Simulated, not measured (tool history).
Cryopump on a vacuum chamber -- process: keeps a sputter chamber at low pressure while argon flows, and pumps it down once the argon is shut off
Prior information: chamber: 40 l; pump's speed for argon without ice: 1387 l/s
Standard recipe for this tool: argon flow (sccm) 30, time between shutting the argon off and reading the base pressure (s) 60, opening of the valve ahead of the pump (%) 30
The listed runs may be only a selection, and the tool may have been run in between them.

run,hour,argon flow (sccm),time between shutting the argon off and reading the base pressure (s),opening of the valve ahead of the pump (%),pressure while argon flows (Pa),pressure after the wait (uPa)
1,0.0,30,60,30,0.1296,1.74
2,55.7,30,60,30,0.1299,1.77
3,134.4,30,60,30,0.1301,1.77
4,209.1,30,60,30,0.1294,1.82
5,274.0,30,60,28,0.1389,1.78
6,373.8,30,60,28,0.1392,1.82
# hour 447.0: pump warmed up, emptied and cooled again
7,464.9,30,186,30,0.1222,1.33
8,530.6,30,60,22,0.1673,1.65
9,625.2,30,60,35,0.1056,1.67
10,678.6,30,60,35,0.1063,1.74
11,726.6,30,60,35,0.1060,1.73
12,792.0,30,60,35,0.1060,1.76
13,855.1,23,40,47,0.0613,2.03
14,950.1,33,101,20,0.2030,1.53
15,1018.8,16,25,33,0.0601,2.57
# hour 1053.0: leaking fittings of the chamber tightened, without venting
16,1070.6,30,197,15,0.2464,0.44
17,1113.3,37,43,53,0.0881,1.07
18,1166.5,34,60,25,0.1690,0.83
19,1254.8,34,60,25,0.1691,0.89
20,1312.4,13,125,34,0.0480,0.59
21,1360.4,14,70,44,0.0411,0.85
22,1422.6,14,70,44,0.0401,0.78
23,1502.1,31,22,44,0.0900,1.94
24,1559.2,21,279,41,0.0657,0.48

What if the next run were any one of these 3? Each begins from the tool's condition after run 24:
A,1661.9,30,99,20,?,?
B,1661.9,25,54,51,?,?
C,1661.9,39,62,19,?,?

run,pressure while argon flows (Pa),pressure after the wait (uPa)
A,0.1878,0.72
B,0.0632,1.04
C,0.2552,0.95
Without the tool's unlogged condition, the same runs would have read:
run,pressure while argon flows (Pa),pressure after the wait (uPa)
A,0.1833,0.55
B,0.0595,0.88
C,0.2494,0.79
